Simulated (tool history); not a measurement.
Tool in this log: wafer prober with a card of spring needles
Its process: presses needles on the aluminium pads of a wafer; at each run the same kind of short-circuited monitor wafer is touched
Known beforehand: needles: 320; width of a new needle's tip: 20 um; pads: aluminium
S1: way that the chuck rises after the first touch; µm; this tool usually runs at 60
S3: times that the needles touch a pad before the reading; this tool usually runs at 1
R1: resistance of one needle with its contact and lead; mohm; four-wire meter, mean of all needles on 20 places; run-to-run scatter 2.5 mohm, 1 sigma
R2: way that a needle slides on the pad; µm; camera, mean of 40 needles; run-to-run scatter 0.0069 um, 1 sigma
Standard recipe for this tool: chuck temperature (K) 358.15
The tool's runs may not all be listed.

run 1 hour=0.0 | S1=60 chuck_temperature_(K)=358.15 S3=1 | R1=287 R2=10.315
-- hour=21.3 tips cleaned on abrasive film
run 2 hour=31.5 | S1=60 chuck_temperature_(K)=342.15 S3=1 | R1=328 R2=10.300
-- hour=41.8 tips cleaned on abrasive film
-- hour=63.0 tips cleaned on abrasive film
-- hour=86.2 tips cleaned on abrasive film
run 3 hour=95.9 | S1=60 chuck_temperature_(K)=342.15 S3=2 | R1=301 R2=10.274
-- hour=108.0 tips cleaned on abrasive film
-- hour=128.7 tips cleaned on abrasive film
run 4 hour=141.1 | S1=60 chuck_temperature_(K)=358.15 S3=2 | R1=307 R2=10.256
-- hour=150.6 tips cleaned on abrasive film
-- hour=173.9 tips cleaned on abrasive film
run 5 hour=176.3 | S1=60 chuck_temperature_(K)=358.15 S3=2 | R1=295 R2=10.230
-- hour=193.1 tips cleaned on abrasive film
-- hour=206.7 height of the first contact set anew
run 6 hour=207.9 | S1=60 chuck_temperature_(K)=358.15 S3=2 | R1=311 R2=10.327
-- hour=212.8 tips cleaned on abrasive film
-- hour=233.2 tips cleaned on abrasive film
run 7 hour=242.7 | S1=60 chuck_temperature_(K)=358.15 S3=1 | R1=324 R2=10.296
-- hour=257.1 tips cleaned on abrasive film
-- hour=280.9 tips cleaned on abrasive film
run 8 hour=291.7 | S1=60 chuck_temperature_(K)=358.15 S3=1 | R1=322 R2=10.283
-- hour=303.8 tips cleaned on abrasive film
-- hour=325.6 tips cleaned on abrasive film
run 9 hour=341.3 | S1=60 chuck_temperature_(K)=358.15 S3=1 | R1=322 R2=10.277
-- hour=348.4 tips cleaned on abrasive film
-- hour=369.7 tips cleaned on abrasive film
-- hour=393.5 tips cleaned on abrasive film
run 10 hour=403.5 | S1=60 chuck_temperature_(K)=358.15 S3=1 | R1=328 R2=10.262
-- hour=412.9 tips cleaned on abrasive film
-- hour=433.8 tips cleaned on abrasive film
-- hour=452.9 tips cleaned on abrasive film
-- hour=458.0 height of the first contact set anew
run 11 hour=458.2 | S1=60 chuck_temperature_(K)=358.15 S3=1 | R1=317 R2=10.318
-- hour=474.8 tips cleaned on abrasive film
-- hour=498.7 tips cleaned on abrasive film
-- hour=517.9 tips cleaned on abrasive film
run 12 hour=522.6 | S1=60 chuck_temperature_(K)=358.15 S3=1 | R1=315 R2=10.287
-- hour=538.2 tips cleaned on abrasive film
-- hour=561.1 tips cleaned on abrasive film
-- hour=583.0 tips cleaned on abrasive film
run 13 hour=589.3 | S1=60 chuck_temperature_(K)=370.15 S3=1 | R1=321 R2=10.276
-- hour=603.0 tips cleaned on abrasive film
-- hour=625.0 tips cleaned on abrasive film
run 14 hour=628.3 | S1=60 chuck_temperature_(K)=390.15 S3=1 | R1=311 R2=10.255
-- hour=646.9 tips cleaned on abrasive film
-- hour=670.3 tips cleaned on abrasive film
run 15 hour=674.6 | S1=54 chuck_temperature_(K)=355.15 S3=2 | R1=305 R2=9.195
-- hour=692.8 tips cleaned on abrasive film
-- hour=709.2 height of the first contact set anew
-- hour=713.9 tips cleaned on abrasive film
-- hour=737.6 tips cleaned on abrasive film
run 16 hour=742.9 | S1=72 chuck_temperature_(K)=358.15 S3=2 | R1=289 R2=12.371
-- hour=761.5 tips cleaned on abrasive film
-- hour=782.6 tips cleaned on abrasive film
run 17 hour=791.1 | S1=43 chuck_temperature_(K)=360.15 S3=2 | R1=344 R2=7.374
-- hour=803.3 tips cleaned on abrasive film
-- hour=827.0 tips cleaned on abrasive film
run 18 hour=844.3 | S1=43 chuck_temperature_(K)=360.15 S3=2 | R1=347 R2=7.343
-- hour=848.6 tips cleaned on abrasive film
-- hour=868.4 tips cleaned on abrasive film
run 19 hour=874.2 | S1=60 chuck_temperature_(K)=322.15 S3=2 | R1=295 R2=10.257
-- hour=889.0 tips cleaned on abrasive film
-- hour=908.8 tips cleaned on abrasive film
-- hour=930.8 tips cleaned on abrasive film
run 20 hour=937.7 | S1=65 chuck_temperature_(K)=333.15 S3=3 | R1=288 R2=11.077
-- hour=954.2 tips cleaned on abrasive film
-- hour=961.9 height of the first contact set anew
-- hour=975.9 tips cleaned on abrasive film
run 21 hour=975.9 | S1=57 chuck_temperature_(K)=304.15 S3=3 | R1=270 R2=9.803
-- hour=996.9 tips cleaned on abrasive film
-- hour=1018.5 tips cleaned on abrasive film
-- hour=1041.7 tips cleaned on abrasive film
run 22 hour=1048.0 | S1=74 chuck_temperature_(K)=360.15 S3=2 | R1=295 R2=12.692
-- hour=1062.4 tips cleaned on abrasive film
-- hour=1083.0 tips cleaned on abrasive film
-- hour=1104.3 tips cleaned on abrasive film
run 23 hour=1104.8 | S1=74 chuck_temperature_(K)=360.15 S3=2 | R1=282 R2=12.671
-- hour=1127.8 tips cleaned on abrasive film
-- hour=1148.8 tips cleaned on abrasive film
run 24 hour=1164.1 | S1=74 chuck_temperature_(K)=360.15 S3=2 | R1=299 R2=12.654
-- hour=1169.0 tips cleaned on abrasive film
-- hour=1189.3 tips cleaned on abrasive film
-- hour=1211.6 tips cleaned on abrasive film
-- hour=1211.9 height of the first contact set anew
-- hour=1233.5 tips cleaned on abrasive film
run 25 hour=1234.7 | S1=74 chuck_temperature_(K)=360.15 S3=3 | R1=283 R2=12.716
-- hour=1253.0 tips cleaned on abrasive film
-- hour=1273.3 tips cleaned on abrasive film
run 26 hour=1288.8 | S1=57 chuck_temperature_(K)=305.15 S3=2 | R1=304 R2=9.783
-- hour=1293.7 tips cleaned on abrasive film
-- hour=1314.5 tips cleaned on abrasive film
-- hour=1335.4 tips cleaned on abrasive film
run 27 hour=1335.4 | S1=72 chuck_temperature_(K)=299.15 S3=2 | R1=268 R2=12.332
-- hour=1357.0 tips cleaned on abrasive film
run 28 hour=1375.8 | S1=54 chuck_temperature_(K)=317.15 S3=2 | R1=317 R2=9.223

Below, each run's measurement less what the same run would have read without the hidden state. Both values contain the same run-to-run variation, but the gauge's scatter may not be the same in both:
The tool's hidden condition here consists of: debris on the tips, nm; way that the needles fall short of the set height, um; tips' diameter, um; drift of the gauge itself on contact_mohm, %; drift of the gauge itself on scrub_um, %.
run=1 R1=+6 R2=-0.016
run=2 R1=+47 R2=-0.023
run=3 R1=+27 R2=-0.048
run=4 R1=+28 R2=-0.061
run=5 R1=+12 R2=-0.079
run=6 R1=+29 R2=+0.000
run=7 R1=+44 R2=-0.016
run=8 R1=+45 R2=-0.029
run=9 R1=+48 R2=-0.045
run=10 R1=+46 R2=-0.068
run=11 R1=+33 R2=+0.000
run=12 R1=+34 R2=-0.024
run=13 R1=+36 R2=-0.051
run=14 R1=+23 R2=-0.063
run=15 R1=+23 R2=-0.080
run=16 R1=+14 R2=-0.015
run=17 R1=+53 R2=-0.033
run=18 R1=+59 R2=-0.051
run=19 R1=+22 R2=-0.071
run=20 R1=+14 R2=-0.093
run=21 R1=+2 R2=-0.008
run=22 R1=+16 R2=-0.032
run=23 R1=+4 R2=-0.055
run=24 R1=+22 R2=-0.072
run=25 R1=+4 R2=-0.010
run=26 R1=+38 R2=-0.023
run=27 R1=+4 R2=-0.049
run=28 R1=+43 R2=-0.059

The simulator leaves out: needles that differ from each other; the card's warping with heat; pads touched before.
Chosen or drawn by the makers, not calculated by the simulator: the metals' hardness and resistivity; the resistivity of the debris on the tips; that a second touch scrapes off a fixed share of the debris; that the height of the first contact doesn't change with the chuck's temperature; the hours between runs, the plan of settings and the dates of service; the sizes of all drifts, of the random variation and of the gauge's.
